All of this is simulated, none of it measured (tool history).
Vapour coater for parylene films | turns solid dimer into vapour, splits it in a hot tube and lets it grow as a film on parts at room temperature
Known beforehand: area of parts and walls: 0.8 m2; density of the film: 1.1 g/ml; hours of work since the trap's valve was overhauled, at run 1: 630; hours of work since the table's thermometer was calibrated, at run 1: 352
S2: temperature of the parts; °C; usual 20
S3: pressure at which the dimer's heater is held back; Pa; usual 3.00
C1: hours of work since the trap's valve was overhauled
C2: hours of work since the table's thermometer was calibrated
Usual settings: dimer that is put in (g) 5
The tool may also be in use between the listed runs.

run 1 day=0.000 | dimer_that_is_put_in_(g)=5 S2=20 S3=3.00 | C1=630 C2=352 | thickness_of_the_film_(nm)=3370
run 2 day=0.579 | dimer_that_is_put_in_(g)=5 S2=20 S3=3.00 | C1=639 C2=361 | thickness_of_the_film_(nm)=3380
run 3 day=1.050 | dimer_that_is_put_in_(g)=5 S2=20 S3=3.00 | C1=646 C2=368 | thickness_of_the_film_(nm)=3390
run 4 day=1.588 | dimer_that_is_put_in_(g)=5 S2=20 S3=2.08 | C1=655 C2=376 | thickness_of_the_film_(nm)=3480
run 5 day=2.196 | dimer_that_is_put_in_(g)=5 S2=20 S3=2.08 | C1=664 C2=386 | thickness_of_the_film_(nm)=3500
run 6 day=2.833 | dimer_that_is_put_in_(g)=5 S2=20 S3=2.08 | C1=674 C2=396 | thickness_of_the_film_(nm)=3410
run 7 day=3.258 | dimer_that_is_put_in_(g)=5 S2=22 S3=3.00 | C1=681 C2=403 | thickness_of_the_film_(nm)=3090
-- day=3.917 trap's valve overhauled
run 8 day=3.962 | dimer_that_is_put_in_(g)=5 S2=22 S3=3.00 | C1=1 C2=411 | thickness_of_the_film_(nm)=3540
run 9 day=4.454 | dimer_that_is_put_in_(g)=5 S2=20 S3=3.00 | C1=8 C2=419 | thickness_of_the_film_(nm)=3890
run 10 day=5.012 | dimer_that_is_put_in_(g)=5 S2=20 S3=3.00 | C1=17 C2=428 | thickness_of_the_film_(nm)=3800
run 11 day=5.354 | dimer_that_is_put_in_(g)=5 S2=20 S3=3.00 | C1=23 C2=433 | thickness_of_the_film_(nm)=3900
run 12 day=5.804 | dimer_that_is_put_in_(g)=2 S2=20 S3=3.00 | C1=30 C2=440 | thickness_of_the_film_(nm)=1550
run 13 day=6.079 | dimer_that_is_put_in_(g)=5 S2=20 S3=3.00 | C1=34 C2=444 | thickness_of_the_film_(nm)=3880
run 14 day=6.542 | dimer_that_is_put_in_(g)=5 S2=20 S3=3.00 | C1=41 C2=451 | thickness_of_the_film_(nm)=3860
run 15 day=6.992 | dimer_that_is_put_in_(g)=5 S2=20 S3=3.00 | C1=48 C2=459 | thickness_of_the_film_(nm)=3870
run 16 day=7.454 | dimer_that_is_put_in_(g)=5 S2=20 S3=3.00 | C1=55 C2=466 | thickness_of_the_film_(nm)=3850
run 17 day=7.929 | dimer_that_is_put_in_(g)=5 S2=20 S3=3.00 | C1=63 C2=473 | thickness_of_the_film_(nm)=3800
run 18 day=8.325 | dimer_that_is_put_in_(g)=5 S2=20 S3=3.00 | C1=69 C2=479 | thickness_of_the_film_(nm)=3810
-- day=8.421 table's thermometer calibrated
run 19 day=8.967 | dimer_that_is_put_in_(g)=5 S2=20 S3=3.00 | C1=79 C2=9 | thickness_of_the_film_(nm)=3870
run 20 day=9.496 | dimer_that_is_put_in_(g)=5 S2=20 S3=3.00 | C1=87 C2=17 | thickness_of_the_film_(nm)=3800
run 21 day=9.850 | dimer_that_is_put_in_(g)=5 S2=20 S3=3.00 | C1=92 C2=22 | thickness_of_the_film_(nm)=3900
run 22 day=10.308 | dimer_that_is_put_in_(g)=5 S2=20 S3=3.00 | C1=100 C2=30 | thickness_of_the_film_(nm)=3820
-- day=10.412 table's thermometer calibrated, once more
run 23 day=10.700 | dimer_that_is_put_in_(g)=5 S2=20 S3=3.00 | C1=105 C2=4 | thickness_of_the_film_(nm)=3760
run 24 day=11.154 | dimer_that_is_put_in_(g)=6 S2=13 S3=3.00 | C1=112 C2=12 | thickness_of_the_film_(nm)=6030
run 25 day=11.783 | dimer_that_is_put_in_(g)=6 S2=28 S3=3.00 | C1=122 C2=21 | thickness_of_the_film_(nm)=3250
run 26 day=12.104 | dimer_that_is_put_in_(g)=3 S2=20 S3=3.00 | C1=127 C2=27 | thickness_of_the_film_(nm)=2230
run 27 day=12.742 | dimer_that_is_put_in_(g)=3 S2=20 S3=3.00 | C1=137 C2=37 | thickness_of_the_film_(nm)=2230
run 28 day=13.108 | dimer_that_is_put_in_(g)=5 S2=23 S3=10.19 | C1=143 C2=42 | thickness_of_the_film_(nm)=3010
run 29 day=13.425 | dimer_that_is_put_in_(g)=5 S2=18 S3=4.01 | C1=148 C2=47 | thickness_of_the_film_(nm)=3900
run 30 day=13.738 | dimer_that_is_put_in_(g)=3 S2=20 S3=2.14 | C1=153 C2=52 | thickness_of_the_film_(nm)=2330
run 31 day=14.375 | dimer_that_is_put_in_(g)=3 S2=20 S3=2.14 | C1=163 C2=62 | thickness_of_the_film_(nm)=2260
run 32 day=14.938 | dimer_that_is_put_in_(g)=3 S2=14 S3=3.00 | C1=172 C2=71 | thickness_of_the_film_(nm)=2820
run 33 day=15.462 | dimer_that_is_put_in_(g)=3 S2=27 S3=7.48 | C1=180 C2=79 | thickness_of_the_film_(nm)=1560
run 34 day=16.138 | dimer_that_is_put_in_(g)=4 S2=18 S3=3.63 | C1=190 C2=90 | thickness_of_the_film_(nm)=3180
run 35 day=16.679 | dimer_that_is_put_in_(g)=4 S2=18 S3=3.63 | C1=199 C2=98 | thickness_of_the_film_(nm)=3150
run 36 day=17.312 | dimer_that_is_put_in_(g)=4 S2=18 S3=3.63 | C1=209 C2=108 | thickness_of_the_film_(nm)=3160
run 37 day=17.767 | dimer_that_is_put_in_(g)=8 S2=18 S3=7.43 | C1=216 C2=115 | thickness_of_the_film_(nm)=6000
run 38 day=18.408 | dimer_that_is_put_in_(g)=8 S2=29 S3=4.53 | C1=226 C2=125 | thickness_of_the_film_(nm)=3950
run 39 day=18.896 | dimer_that_is_put_in_(g)=5 S2=12 S3=2.45 | C1=234 C2=133 | thickness_of_the_film_(nm)=5230
run 40 day=19.242 | dimer_that_is_put_in_(g)=5 S2=12 S3=2.45 | C1=239 C2=138 | thickness_of_the_film_(nm)=5220
run 41 day=19.921 | dimer_that_is_put_in_(g)=5 S2=12 S3=2.45 | C1=250 C2=149 | thickness_of_the_film_(nm)=5120
run 42 day=20.300 | dimer_that_is_put_in_(g)=5 S2=12 S3=2.45 | C1=256 C2=155 | thickness_of_the_film_(nm)=5130
run 43 day=20.683 | dimer_that_is_put_in_(g)=3 S2=16 S3=3.68 | C1=262 C2=161 | thickness_of_the_film_(nm)=2550
run 44 day=21.279 | dimer_that_is_put_in_(g)=5 S2=15 S3=8.42 | C1=271 C2=170 | thickness_of_the_film_(nm)=4090
run 45 day=21.621 | dimer_that_is_put_in_(g)=8 S2=15 S3=10.08 | C1=276 C2=176 | thickness_of_the_film_(nm)=6500
run 46 day=22.258 | dimer_that_is_put_in_(g)=2 S2=20 S3=3.00 | C1=286 C2=186 | thickness_of_the_film_(nm)=1450

How would selected steps in thickness of the film (nm) from run to run divide? Give the signed amount a tool lacking its hidden state would still show from settings, what came in and random variation, and the signed amount left for the hidden state, including any gauge scatter that is not in both of the compared results.
Hidden state at play: vapour lost through the trap's worn valve, %; true temperature of the parts over the reading, C; drift of the gauge itself on film_um, %.
Run 7 -> 8: trap's valve overhauled. thickness of the film (nm) +450: hidden state +460, all else -10.
Run 24 -> 25: S2 13 -> 28. thickness of the film (nm) -2780: hidden state +60, all else -2840.
Run 36 -> 37: dimer that is put in (g) 4 -> 8, S3 3.63 -> 7.43. thickness of the film (nm) +2840: hidden state -130, all else +2970.
Run 45 -> 46: dimer that is put in (g) 8 -> 2, S2 15 -> 20, S3 10.08 -> 3.00. thickness of the film (nm) -5050: hidden state +260, all else -5310.
